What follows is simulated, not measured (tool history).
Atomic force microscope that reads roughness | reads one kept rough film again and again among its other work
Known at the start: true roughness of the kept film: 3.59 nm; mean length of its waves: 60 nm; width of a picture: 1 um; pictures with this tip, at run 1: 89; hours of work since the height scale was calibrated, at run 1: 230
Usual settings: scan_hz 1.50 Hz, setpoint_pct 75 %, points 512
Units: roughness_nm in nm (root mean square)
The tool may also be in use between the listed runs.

run   hour  scan_hz  setpoint_pct  points  pictures with this tip  hours of work since the height scale was calibrated  roughness_nm
  1    0.0     1.50            75     512                      89                                                  230         3.352
  2   20.4     1.50            57     512                     132                                                  244         3.391
  3   37.1     1.50            75     512                     167                                                  255         3.328
      59.0  -- new tip fitted
  4   62.4     1.50            75     512                       8                                                  271         3.314
  5   91.2     1.50            75     512                      68                                                  291         3.335
  6  111.8     1.50            75     512                     112                                                  305         3.316
  7  144.9     1.50            75     634                     181                                                  327         3.334
     159.4  -- new tip fitted
  8  174.0     1.50            75     634                      31                                                  346         3.335
  9  197.8     1.50            75     634                      81                                                  362         3.353
 10  230.3     1.50            61     634                     149                                                  384         3.412
 11  249.9     3.67            75     512                     190                                                  397         3.192
     260.7  -- new tip fitted
 12  277.9     1.50            75     512                      36                                                  416         3.342
 13  308.8     0.67            75     512                     101                                                  436         3.391
 14  335.7     0.67            75     512                     158                                                  454         3.397
 15  356.7     0.54            86     530                     202                                                  468         3.365
     362.1  -- new tip fitted
 16  385.1     1.50            88     516                      49                                                  487         3.258
 17  416.0     1.50            88     516                     114                                                  508         3.267
 18  441.3     1.50            75     551                     167                                                  525         3.323
     463.5  -- new tip fitted
 19  463.5     1.00            85     872                       0                                                  539         3.346
 20  492.1     2.75            71     405                      60                                                  559         3.316
 21  515.5     1.91            83    1008                     109                                                  574         3.266
 22  550.3     1.10            71     547                     183                                                  598         3.379
     566.2  -- new tip fitted
 23  568.1     3.40            75     635                       4                                                  609         3.227
 24  583.2     2.99            75     351                      36                                                  620         3.209
 25  609.4     2.99            75     351                      91                                                  637         3.258
 26  646.5     2.99            75     351                     169                                                  662         3.263
     668.8  -- new tip fitted
 27  684.0     1.53            75     569                      32                                                  687         3.330

Forecast each of these 4 alternatives for the next run:
  A  699.9     2.17            59     905                      66                                                  698             ?
  B  699.9     3.10            73     547                      66                                                  698             ?
  C  699.9     3.16            75     512                      66                                                  698             ?
  D  699.9     1.53            87     689                      66                                                  698             ?

run  roughness_nm
  A         3.386
  B         3.251
  C         3.241
  D         3.264
Without the tool's hidden state the same runs would have given:
run  roughness_nm
  A         3.387
  B         3.252
  C         3.243
  D         3.265
